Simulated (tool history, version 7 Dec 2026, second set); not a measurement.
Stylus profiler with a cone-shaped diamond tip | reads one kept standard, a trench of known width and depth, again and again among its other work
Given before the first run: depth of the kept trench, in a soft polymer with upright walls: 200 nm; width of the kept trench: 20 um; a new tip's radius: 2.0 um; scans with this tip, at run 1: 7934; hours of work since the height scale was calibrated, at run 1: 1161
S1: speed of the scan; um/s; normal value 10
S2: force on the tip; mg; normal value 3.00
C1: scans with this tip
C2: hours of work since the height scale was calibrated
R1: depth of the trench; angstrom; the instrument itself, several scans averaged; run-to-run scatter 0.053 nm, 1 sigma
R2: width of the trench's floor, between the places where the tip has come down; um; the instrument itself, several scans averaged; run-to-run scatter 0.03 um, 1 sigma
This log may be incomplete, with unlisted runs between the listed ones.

run    hour  S1    S2     C1    C2      R1     R2
  1     0.0  10  3.00   7934  1161  2012.8  17.97
       28.5  -- height scale calibrated on a step standard
  2    57.3  18  3.00   8091    12  2019.1  17.93
  3   111.8  10  3.00   8242    34  2019.4  18.00
  4   146.4  10  3.00   8338    48  2018.6  17.90
  5   202.4  10  1.71   8493    70  2013.1  17.96
  6   234.4  10  1.71   8581    83  2011.9  17.98
  7   272.7  26  1.71   8687    99  2011.6  17.86
  8   302.3  26  1.71   8769   111  2011.2  17.87
  9   347.0  26  1.71   8893   129  2012.0  17.84
 10   383.4  26  1.71   8994   144  2011.6  17.83
 11   447.9  10  3.00   9172   170  2018.3  17.95
 12   501.1  26  3.00   9320   191  2018.2  17.90
 13   564.3  10  7.88   9495   217  2035.8  17.88
 14   598.6  10  7.88   9590   231  2035.0  17.97
 15   632.6  14  3.00   9684   245  2017.5  17.97
 16   663.7  14  3.00   9770   257  2017.7  17.88
 17   715.7  10  3.76   9914   278  2020.8  17.90
 18   775.0  31  3.00  10078   302  2017.3  17.83
 19   807.7   3  1.62  10169   316  2010.7  17.96
 20   849.7  14  3.29  10285   333  2019.4  17.86
 21   912.5  18  1.45  10459   358  2008.9  17.86
 22   965.4  18  1.45  10605   380  2010.2  17.87
 23  1026.5   4  4.86  10775   404  2023.5  17.94
 24  1078.6  16  6.69  10919   425  2031.3  17.89
 25  1118.7   6  1.74  11030   442  2009.8  17.85
 26  1186.9  24  2.50  11219   469  2013.8  17.89
 27  1245.4  24  2.50  11381   493  2014.8  17.80
 28  1287.1  22  1.99  11496   510  2011.3  17.80

5 options for the next run, each taken on its own from the tool as it stands now. Forecast them:
  A  1325.3  10  1.32  11602  525   ?   ?
  B  1325.3   4  6.55  11602  525   ?   ?
  C  1325.3   3  4.25  11602  525   ?   ?
  D  1325.3  29  1.43  11602  525   ?   ?
  E  1325.3   8  3.02  11602  525   ?   ?

run      R1     R2
  A  2007.3  17.82
  B  2030.0  17.87
  C  2022.5  17.91
  D  2008.6  17.81
  E  2016.2  17.89
Without the tool's unlogged condition, the same runs would have read:
run      R1     R2
  A  2010.8  18.15
  B  2033.5  18.20
  C  2026.0  18.24
  D  2012.1  18.14
  E  2019.6  18.23
